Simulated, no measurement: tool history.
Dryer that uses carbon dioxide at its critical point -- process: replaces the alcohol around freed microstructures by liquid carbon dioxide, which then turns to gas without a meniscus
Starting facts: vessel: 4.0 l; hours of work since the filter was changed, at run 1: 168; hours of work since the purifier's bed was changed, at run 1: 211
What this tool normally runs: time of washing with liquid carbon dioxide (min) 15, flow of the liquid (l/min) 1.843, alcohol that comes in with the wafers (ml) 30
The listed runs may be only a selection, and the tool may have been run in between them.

run	day	time of washing with liquid carbon dioxide (min)	flow of the liquid (l/min)	alcohol that comes in with the wafers (ml)	hours of work since the filter was changed	hours of work since the purifier's bed was changed	alcohol left in the vessel before it's heated (ppm by volume)
1	0.000	15	1.843	30	168	211	97
2	1.838	10	1.843	30	182	225	396
3	3.792	10	1.843	30	197	239	411
4	5.475	10	1.843	30	209	252	429
5	6.417	10	1.843	30	216	259	415
6	8.362	15	1.843	30	230	273	109
7	10.171	15	1.843	30	244	287	118
8	11.229	15	3.060	30	252	294	26
9	12.833	18	2.570	110	264	306	41
10	14.267	11	1.500	25	274	317	562
11	15.167	22	1.843	82	281	324	75
# day 15.542: inlet filter changed
12	16.300	18	2.360	97	6	332	17
13	17.946	18	2.360	97	18	344	33
14	19.012	18	2.360	97	26	352	37
15	20.229	13	1.170	46	35	361	918

Below are 5 alternative next runs, each starting from the tool's condition after run 15. Predict each:
A	22.292	13	1.170	51	50	376	?
B	22.292	22	1.280	79	50	376	?
C	22.292	13	1.170	53	50	376	?
D	22.292	17	1.610	22	50	376	?
E	22.292	15	1.200	30	50	376	?

run	alcohol left in the vessel before it's heated (ppm by volume)
A	1015
B	192
C	1014
D	66
E	385
Take away the tool's hidden state, keep each run's random variation, and the runs would have read:
run	alcohol left in the vessel before it's heated (ppm by volume)
A	911
B	148
C	912
D	40
E	329

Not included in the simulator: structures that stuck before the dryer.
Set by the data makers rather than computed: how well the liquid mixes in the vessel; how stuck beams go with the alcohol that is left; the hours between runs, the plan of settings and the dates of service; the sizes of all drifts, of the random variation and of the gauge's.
